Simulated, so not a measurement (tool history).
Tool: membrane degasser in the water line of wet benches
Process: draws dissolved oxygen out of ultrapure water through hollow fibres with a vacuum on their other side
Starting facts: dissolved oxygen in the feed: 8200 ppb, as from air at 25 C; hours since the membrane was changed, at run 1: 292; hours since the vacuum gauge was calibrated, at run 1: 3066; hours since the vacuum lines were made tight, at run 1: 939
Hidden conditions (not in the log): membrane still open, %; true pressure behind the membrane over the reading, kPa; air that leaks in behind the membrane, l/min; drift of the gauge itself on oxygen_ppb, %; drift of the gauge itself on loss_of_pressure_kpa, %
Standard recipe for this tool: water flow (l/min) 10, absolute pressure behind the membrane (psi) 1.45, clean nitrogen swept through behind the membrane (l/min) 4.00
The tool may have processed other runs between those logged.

run	hour	water flow (l/min)	absolute pressure behind the membrane (psi)	clean nitrogen swept through behind the membrane (l/min)	hours since the membrane was changed	hours since the vacuum gauge was calibrated	hours since the vacuum lines were made tight	dissolved oxygen in the water behind the degasser (ppb)	pressure that the water loses in the fibres (psi)
1	0.0	10	1.45	4.00	292	3066	939	73.0	6.216
2	42.6	10	1.45	4.00	334	3109	982	75.0	6.206
3	96.5	10	1.45	1.62	388	3163	1036	136.0	6.213
4	129.1	10	1.45	1.62	421	3195	1068	137.5	6.203
5	171.2	10	1.45	1.62	463	3237	1110	135.1	6.226
6	219.1	10	1.45	1.62	511	3285	1158	138.6	6.253
7	260.5	10	1.45	1.62	552	3327	1200	136.0	6.250
8	290.3	10	1.45	4.00	582	3356	1229	73.8	6.248
9	322.8	10	1.45	4.00	614	3389	1262	73.8	6.197
10	361.3	10	1.45	4.00	653	3427	1300	75.6	6.277
11	405.5	10	1.45	4.00	697	3472	1345	74.9	6.263
12	459.5	10	1.45	4.00	751	3526	1399	73.5	6.295
13	509.8	10	1.45	4.00	801	3576	1449	75.6	6.284
14	554.3	10	2.63	4.00	846	3620	1493	124.8	6.260
15	580.8	10	2.63	4.00	872	3647	1520	127.3	6.257
16	631.0	11	1.06	2.90	923	3697	1570	85.0	6.886
17	671.8	12	2.18	4.00	963	3738	1611	146.5	7.552
18	693.9	12	2.18	4.00	985	3760	1633	146.9	7.512
19	723.3	10	1.55	4.00	1015	3789	1662	81.2	6.315
20	762.1	10	1.55	2.83	1054	3828	1701	99.8	6.296
21	815.0	7	1.52	9.11	1107	3881	1754	23.3	4.358
22	854.6	7	1.61	3.38	1146	3921	1794	52.3	4.370
23	909.5	15	2.29	1.99	1201	3976	1849	333.3	9.356
24	961.3	15	2.29	1.99	1253	4027	1900	335.7	9.382

4 options for the next run, each taken on its own from the tool as it stands now. Forecast them:
A	998.9	15	1.54	1.99	1290	4065	1938	?	?
B	998.9	15	2.16	1.99	1290	4065	1938	?	?
C	998.9	8	2.54	1.99	1290	4065	1938	?	?
D	998.9	7	2.61	5.25	1290	4065	1938	?	?

run	dissolved oxygen in the water behind the degasser (ppb)	pressure that the water loses in the fibres (psi)
A	246.4	9.352
B	320.2	9.509
C	160.8	5.020
D	62.0	4.399
Without the tool's unlogged condition, the same runs would have read:
run	dissolved oxygen in the water behind the degasser (ppb)	pressure that the water loses in the fibres (psi)
A	229.0	9.207
B	301.9	9.362
C	150.3	4.941
D	57.5	4.331
